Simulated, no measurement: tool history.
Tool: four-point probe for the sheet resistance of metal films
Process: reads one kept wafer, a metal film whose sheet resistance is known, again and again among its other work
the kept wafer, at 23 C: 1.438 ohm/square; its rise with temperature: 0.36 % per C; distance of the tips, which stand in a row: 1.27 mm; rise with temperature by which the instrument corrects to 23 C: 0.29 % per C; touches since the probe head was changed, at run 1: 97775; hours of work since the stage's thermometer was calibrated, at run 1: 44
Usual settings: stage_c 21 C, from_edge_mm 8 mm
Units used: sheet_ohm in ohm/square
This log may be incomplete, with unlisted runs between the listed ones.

run	hour	stage_c	from_edge_mm	touches since the probe head was changed	hours of work since the stage's thermometer was calibrated	sheet_ohm
1	0	21	8	97775	44	1.446846
2	16.3	21	8	98711	55	1.447515
3	44	21	8	100305	73	1.446706
4	63.7	21	8	101434	86	1.447079
5	84.5	21	23	102631	100	1.429542
6	109.9	21	7	104094	117	1.451924
7	138.4	24	7	105732	136	1.455639
8	164	24	7	107198	153	1.455395
9	190.7	21	8	108735	171	1.446194
10	208.9	21	8	109779	183	1.445782
11	235.9	21	8	111333	201	1.445474
12	253.7	21	8	112355	213	1.445905
13	266.1	21	8	113071	221	1.44502
14	289.3	26	8	114400	237	1.4507
15	319.2	26	8	116121	257	1.450102
16	339.6	26	8	117292	270	1.450677
17	354	26	8	118120	280	1.450831
18	368.1	26	31	118933	289	1.432609
19	381.6	26	31	119706	298	1.432283
20	404.5	26	31	121023	313	1.432486
21	434.8	21	8	122766	334	1.444076
22	458.5	21	8	124130	349	1.444031
# hour 464.2: new probe head fitted
23	489.8	21	8	1469	370	1.455453
24	507.4	25	3	2482	381	1.56665
25	535.3	25	3	4086	400	1.565475
26	555.4	25	3	5238	413	1.565963
27	581.7	21	3	6749	431	1.561073
28	607.5	21	3	8237	448	1.560693
29	620.2	21	3	8967	456	1.560815
30	651	29	5	10733	477	1.492814
31	676.6	31	3	12204	494	1.572213
32	697.8	31	3	13427	508	1.571761
33	717.5	25	11	14558	521	1.448946
34	730.7	21	5	15316	530	1.482576
35	748.9	25	5	16361	542	1.487227
36	773.8	21	4	17790	559	1.507884
37	798.6	25	45	19215	575	1.439353
38	817.7	25	29	20313	588	1.439784
39	832.7	32	64	21176	598	1.445944
40	860.5	30	33	22778	616	1.445
41	886.1	27	15	24247	633	1.445681
42	912.8	22	15	25784	651	1.440021
43	933	28	4	26942	665	1.515351
44	947.9	27	8	27801	675	1.459031
45	961.1	19	42	28559	683	1.431389
46	988.9	23	3	30153	702	1.560293

Alternative continuations, all from the tool just after run 46; predict every row:
A	1002.9	18	8	30958	711	?
B	1002.9	18	4	30958	711	?
C	1002.9	21	21	30958	711	?

run	sheet_ohm
A	1.448846
B	1.502591
C	1.435475
Stripped of hidden state, with their random variation kept, the same runs would have yielded:
run	sheet_ohm
A	1.451787
B	1.505628
C	1.438402

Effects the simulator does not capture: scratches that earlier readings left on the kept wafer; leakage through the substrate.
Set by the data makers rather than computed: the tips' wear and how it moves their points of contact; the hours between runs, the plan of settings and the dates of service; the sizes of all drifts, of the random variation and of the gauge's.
